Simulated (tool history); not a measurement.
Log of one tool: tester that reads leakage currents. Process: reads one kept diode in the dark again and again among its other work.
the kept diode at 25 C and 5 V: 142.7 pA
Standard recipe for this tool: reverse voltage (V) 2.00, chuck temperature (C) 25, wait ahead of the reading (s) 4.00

| run | day | reverse voltage (V) | chuck temperature (C) | wait ahead of the reading (s) | current that the tester gives (pA) |
|---|---|---|---|---|---|
| 1 | 0.000 | 2.00 | 25 | 4.00 | 87.87 |
| 2 | 5.817 | 2.00 | 25 | 4.00 | 88.89 |
| 3 | 11.183 | 2.00 | 25 | 4.00 | 89.81 |
| 4 | 15.271 | 2.00 | 25 | 4.00 | 90.68 |
| 5 | 18.938 | 2.00 | 25 | 4.00 | 90.67 |
| 6 | 22.796 | 2.00 | 25 | 4.00 | 91.32 |
| 7 | 28.171 | 2.00 | 25 | 4.00 | 92.25 |
| 8 | 33.729 | 2.00 | 25 | 4.00 | 93.34 |
| 9 | 39.017 | 2.00 | 25 | 4.00 | 93.97 |
| 10 | 45.517 | 2.00 | 25 | 4.00 | 95.56 |
| 11 | 51.446 | 2.00 | 25 | 4.00 | 95.54 |
| 12 | 56.854 | 6.87 | 25 | 4.00 | 191.30 |
| 13 | 63.083 | 1.33 | 25 | 4.00 | 78.25 |
| 14 | 67.867 | 2.00 | 25 | 4.00 | 98.78 |
| 15 | 73.750 | 2.00 | 25 | 4.00 | 99.21 |
|  | 77.479 | chuck's temperature calibrated |
| 16 | 79.146 | 2.00 | 25 | 4.00 | 88.96 |
| 17 | 83.329 | 3.90 | 28 | 4.00 | 172.42 |
| 18 | 86.804 | 3.90 | 28 | 4.00 | 174.26 |
| 19 | 91.304 | 2.00 | 22 | 4.00 | 68.72 |
| 20 | 97.017 | 12.39 | 33 | 4.00 | 528.67 |
| 21 | 102.421 | 12.39 | 33 | 4.00 | 532.63 |
| 22 | 107.579 | 4.45 | 49 | 4.00 | 1213.51 |
| 23 | 113.688 | 8.59 | 49 | 4.00 | 1751.32 |
| 24 | 119.817 | 8.59 | 49 | 4.00 | 1771.65 |
| 25 | 126.167 | 8.59 | 49 | 4.00 | 1792.13 |
| 26 | 131.833 | 8.59 | 49 | 4.00 | 1798.95 |
| 27 | 135.846 | 8.59 | 49 | 4.00 | 1812.52 |
| 28 | 141.458 | 2.00 | 49 | 9.24 | 819.15 |
| 29 | 145.417 | 2.26 | 40 | 2.17 | 412.41 |
| 30 | 151.046 | 1.57 | 40 | 3.33 | 339.36 |
| 31 | 154.312 | 1.57 | 40 | 3.33 | 341.15 |

For some of the steps in current that the tester gives (pA) from one run to the next: how much would appear even if the tool had no hidden state, given the settings, what came in and random variation, and how much remains for the hidden state plus any gauge scatter that the measured result and the result without hidden state don't share?
The tool's hidden condition here consists of: stray current of the dirty probe card, pA a volt; current scale over the true one, %; true chuck temperature over the reading, C; drift of the gauge itself on leakage_pa, %.
Run 19 -> 20: reverse voltage (V) 2.00 -> 12.39, chuck temperature (C) 22 -> 33. current that the tester gives (pA) +459.95: hidden state +25.31, all else +434.64.
Run 21 -> 22: reverse voltage (V) 12.39 -> 4.45, chuck temperature (C) 33 -> 49. current that the tester gives (pA) +680.88: hidden state +8.20, all else +672.68.
Run 22 -> 23: reverse voltage (V) 4.45 -> 8.59. current that the tester gives (pA) +537.81: hidden state +35.74, all else +502.07.
Run 27 -> 28: reverse voltage (V) 8.59 -> 2.00, wait ahead of the reading (s) 4.00 -> 9.24. current that the tester gives (pA) -993.37: hidden state -68.69, all else -924.68.

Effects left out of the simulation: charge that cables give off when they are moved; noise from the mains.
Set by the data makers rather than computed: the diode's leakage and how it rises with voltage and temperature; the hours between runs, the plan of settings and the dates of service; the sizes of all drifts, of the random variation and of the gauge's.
